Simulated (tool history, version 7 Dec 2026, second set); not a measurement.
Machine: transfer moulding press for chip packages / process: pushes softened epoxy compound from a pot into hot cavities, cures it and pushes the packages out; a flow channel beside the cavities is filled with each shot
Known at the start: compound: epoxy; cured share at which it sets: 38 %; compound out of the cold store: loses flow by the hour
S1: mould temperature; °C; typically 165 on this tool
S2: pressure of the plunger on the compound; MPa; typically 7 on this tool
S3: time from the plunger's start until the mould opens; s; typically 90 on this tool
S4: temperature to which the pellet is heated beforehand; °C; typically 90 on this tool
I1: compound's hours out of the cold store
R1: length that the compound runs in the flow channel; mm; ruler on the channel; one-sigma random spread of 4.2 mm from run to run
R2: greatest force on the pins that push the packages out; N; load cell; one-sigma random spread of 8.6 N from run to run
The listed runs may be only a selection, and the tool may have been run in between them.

run,hour,S1,S2,S3,S4,I1,R1,R2
1,0,165,7,90,90,12,984,398
# hour 28.4: cavities cleaned with cleaning compound and waxed
2,34.1,165,7,90,90,8.9,1001,390
3,58.5,165,7,120,90,24.2,935,332
# hour 64.8: plunger's sealing rings changed
4,82,165,7,120,90,16.3,960,332
5,105.6,157,7,120,90,15.8,1007,441
# hour 110.9: cavities cleaned with cleaning compound and waxed
6,157.8,157,7,120,90,24.5,968,405
7,187,157,7,120,90,18.3,993,420
# hour 193.8: cavities cleaned with cleaning compound and waxed
8,217.8,165,5.55,90,90,29.4,804,394
9,253.4,165,7,90,90,34.3,886,398
# hour 276.8: cavities cleaned with cleaning compound and waxed
10,302.2,165,7,90,90,15,974,411
11,329,165,7,90,90,13.5,986,406
12,351.8,165,7,90,90,44.9,849,394
# hour 359.5: cavities cleaned with cleaning compound and waxed
13,394,166,6.26,91,94,44.4,799,357
# hour 439.4: cavities cleaned with cleaning compound and waxed
14,439.4,166,6.26,119,83,22.5,875,340
15,487.6,165,7.3,90,90,33.2,909,379
16,512.1,164,6.88,93,90,33.3,891,396
# hour 522.9: cavities cleaned with cleaning compound and waxed
# hour 546.5: plunger's sealing rings changed
17,555.6,164,6.88,93,90,35,879,388
18,584.9,164,6.88,93,90,16.7,963,406
# hour 605.8: cavities cleaned with cleaning compound and waxed
19,620.4,164,6.88,93,90,39.8,855,386
20,669.8,172,5.63,90,86,29,788,348
# hour 687.9: cavities cleaned with cleaning compound and waxed
# hour 699: mould's thermocouples calibrated
21,719.8,166,7.33,99,100,24.5,935,343
22,758.5,166,7.33,99,100,29.4,920,343
# hour 770.1: cavities cleaned with cleaning compound and waxed
23,782.2,160,7,90,95,41.8,875,496
24,826.8,165,6.5,90,95,15.6,937,400

Alternative continuations, all from the tool just after run 24; predict every row:
# hour 851.8: cavities cleaned with cleaning compound and waxed
A,870.4,165,6.5,84,97,37.7,?,?
# hour 851.8: cavities cleaned with cleaning compound and waxed
B,870.4,172,6.5,74,86,41.1,?,?
# hour 851.8: cavities cleaned with cleaning compound and waxed
C,870.4,163,6.5,80,95,25.9,?,?
# hour 851.8: cavities cleaned with cleaning compound and waxed
D,870.4,165,6.5,102,95,27.9,?,?

run,R1,R2
A,837,416
B,808,342
C,896,526
D,874,355
Had the tool no hidden state, the same runs would have come out as:
run,R1,R2
A,838,414
B,809,340
C,897,523
D,875,353
